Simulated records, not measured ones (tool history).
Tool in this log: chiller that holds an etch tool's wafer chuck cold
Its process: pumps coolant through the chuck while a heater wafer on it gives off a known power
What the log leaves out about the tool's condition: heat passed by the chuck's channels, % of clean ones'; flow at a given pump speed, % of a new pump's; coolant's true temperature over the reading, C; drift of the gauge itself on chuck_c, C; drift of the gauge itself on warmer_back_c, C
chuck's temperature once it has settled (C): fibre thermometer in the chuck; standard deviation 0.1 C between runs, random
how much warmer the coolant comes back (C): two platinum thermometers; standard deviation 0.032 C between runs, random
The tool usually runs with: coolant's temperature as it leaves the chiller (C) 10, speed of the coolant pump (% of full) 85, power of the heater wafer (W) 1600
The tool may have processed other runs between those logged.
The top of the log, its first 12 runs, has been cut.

run	hour	coolant's temperature as it leaves the chiller (C)	speed of the coolant pump (% of full)	power of the heater wafer (W)	hours since the coolant was changed and the channels were flushed	hours since the pump was overhauled	hours since the chiller's thermometer was calibrated	chuck's temperature once it has settled (C)	how much warmer the coolant comes back (C)
13	1348.8	10	85	1600	7821	7358	304	21.7	4.16
14	1486.5	10	85	1600	7959	7496	442	21.8	4.2
15	1605.7	2	85	1600	8078	7615	561	13.8	4.16
16	1748.9	2	85	1600	8221	7758	704	13.9	4.2
17	1902.8	10	68	2122	8375	7912	858	28.7	7.23
18	2018	10	68	2122	8490	8027	973	28.7	7.15
19	2132.9	13	75	2241	8605	8142	1088	31.4	6.75
20	2232.6	10	91	1617	8705	8242	1188	21.5	3.92
21	2328	2	91	1617	8800	8337	1283	13.4	3.89
# hour 2350.7: coolant changed, channels flushed
22	2418.3	18	94	1715	68	8422	1367	27.8	4.07
23	2517.5	18	97	1154	167	8521	1467	24.5	2.63
24	2635.1	10	86	1720	284	8638	1584	20.7	4.5
25	2765.2	2	85	1559	415	8769	1714	11.7	4.12
26	2862.9	2	85	1559	512	8866	1812	11.8	4.17
27	2992.3	2	67	1559	642	8996	1941	13.8	5.52
28	3069.2	2	67	1559	719	9073	2018	14	5.54
29	3208.6	2	78	1943	858	9212	2158	15.2	5.74
30	3312.6	2	62	1943	962	9316	2262	17.8	7.5
# hour 3402.5: coolant pump overhauled
31	3466.1	16	62	2256	1110	64	2410	32.5	7.41
32	3602.8	18	83	1282	1247	200	2547	25.3	3.04

3 ways to go on from here, each from the tool as it stands after run 32. What would each give?
A	3708	18	72	1282	1352	306	2652	?	?
B	3708	18	98	1232	1352	306	2652	?	?
C	3708	10	64	1508	1352	306	2652	?	?

run	chuck's temperature once it has settled (C)	how much warmer the coolant comes back (C)
A	26.2	3.61
B	24.3	2.4
C	20.8	4.82
With the hidden condition removed and each run's random variation left untouched, the same runs would have given:
run	chuck's temperature once it has settled (C)	how much warmer the coolant comes back (C)
A	26.2	3.58
B	24.4	2.38
C	20.8	4.79
